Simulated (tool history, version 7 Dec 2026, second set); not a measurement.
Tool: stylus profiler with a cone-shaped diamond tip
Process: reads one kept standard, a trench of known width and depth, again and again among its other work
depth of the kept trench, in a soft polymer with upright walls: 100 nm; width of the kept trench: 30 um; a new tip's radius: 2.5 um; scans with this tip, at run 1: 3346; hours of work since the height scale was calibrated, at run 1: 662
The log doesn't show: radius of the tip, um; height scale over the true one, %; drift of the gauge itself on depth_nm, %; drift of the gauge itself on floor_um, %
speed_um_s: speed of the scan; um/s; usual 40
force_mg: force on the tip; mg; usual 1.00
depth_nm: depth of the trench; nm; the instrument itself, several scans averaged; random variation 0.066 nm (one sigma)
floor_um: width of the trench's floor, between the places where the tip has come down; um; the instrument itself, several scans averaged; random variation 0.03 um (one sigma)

run	hour	speed_um_s	force_mg	scans with this tip	hours of work since the height scale was calibrated	depth_nm	floor_um
1	0.0	40	1.00	3346	662	100.36	28.07
2	42.7	40	1.00	3433	679	100.34	28.07
3	72.6	40	1.00	3494	691	100.45	28.08
4	121.2	40	1.00	3594	711	100.29	28.10
5	163.0	40	1.00	3679	728	100.49	28.03
6	203.5	40	1.00	3762	744	100.49	28.03
7	236.5	40	1.00	3829	757	100.40	28.02
8	256.5	40	1.00	3870	765	100.40	28.04
9	296.8	40	1.00	3953	782	100.42	28.03
10	326.4	40	1.00	4013	794	100.40	28.08
11	348.7	40	1.00	4059	803	100.37	27.96
12	382.4	40	1.00	4127	816	100.39	28.05
13	424.3	40	1.00	4213	833	100.50	27.98
14	473.1	16	1.00	4313	853	100.26	28.18
15	514.3	40	1.00	4397	870	100.38	27.96
16	562.8	40	1.00	4496	889	100.34	27.95
17	605.0	40	1.00	4582	906	100.24	27.97
18	646.8	40	1.00	4668	923	100.32	28.02
# hour 650.0: height scale calibrated on a step standard
19	679.5	40	1.00	4733	12	100.06	27.95
20	717.2	40	1.00	4810	27	99.98	27.97
# hour 752.7: height scale calibrated on a step standard, once more
21	752.7	40	1.00	4882	0	100.79	27.93
22	784.6	26	1.00	4947	13	100.86	28.02
23	824.9	107	1.00	5029	29	100.66	27.47
24	872.9	107	1.00	5128	49	100.71	27.43
25	900.7	26	0.97	5184	60	100.70	27.99
26	947.8	26	0.97	5281	79	100.73	28.05
27	982.7	26	0.97	5352	93	100.78	28.04
28	1021.8	19	2.74	5432	109	101.49	28.07
29	1056.2	56	0.56	5502	123	100.50	27.63
30	1081.1	17	0.71	5553	133	100.52	28.08
31	1111.5	123	2.45	5615	145	101.30	27.64
32	1153.2	25	1.00	5700	162	100.78	27.97
33	1190.4	83	2.27	5776	177	101.21	27.77
34	1229.9	108	1.39	5857	193	100.83	27.53
35	1271.8	108	1.39	5942	210	100.87	27.45
36	1307.0	108	1.39	6014	224	100.97	27.45
37	1347.2	103	0.44	6097	240	100.30	27.04
38	1373.8	48	2.89	6151	251	101.47	27.93
39	1410.2	48	2.89	6225	266	101.36	27.96
40	1448.6	22	1.44	6304	281	100.91	27.98
41	1482.0	58	0.39	6372	295	100.23	27.40
42	1520.3	108	2.77	6450	310	101.47	27.59
43	1568.9	108	2.77	6550	330	101.29	27.65
44	1613.2	148	0.56	6640	348	100.30	26.63
45	1659.9	148	0.56	6735	367	100.28	26.69
46	1680.8	158	0.65	6778	375	100.46	26.63

Hidden state at the last listed run before each entry between runs and at the first one after, where it differs:
Between runs 18 and 19: height scale calibrated on a step standard (hour 650.0)
  radius of the tip, um: 3.89 -> 3.92; height scale over the true one, %: -0.45 -> -0.679
  measured less the result without the state, depth_nm: -0.45 -> -0.68 nm; floor_um: -0.35 -> -0.36 um
Between runs 20 and 21: height scale calibrated on a step standard, once more (hour 752.7)
  radius of the tip, um: 3.94 -> 3.97; height scale over the true one, %: -0.686 -> 0.018
  measured less the result without the state, depth_nm: -0.69 -> +0.02 nm; floor_um: -0.36 -> -0.37 um

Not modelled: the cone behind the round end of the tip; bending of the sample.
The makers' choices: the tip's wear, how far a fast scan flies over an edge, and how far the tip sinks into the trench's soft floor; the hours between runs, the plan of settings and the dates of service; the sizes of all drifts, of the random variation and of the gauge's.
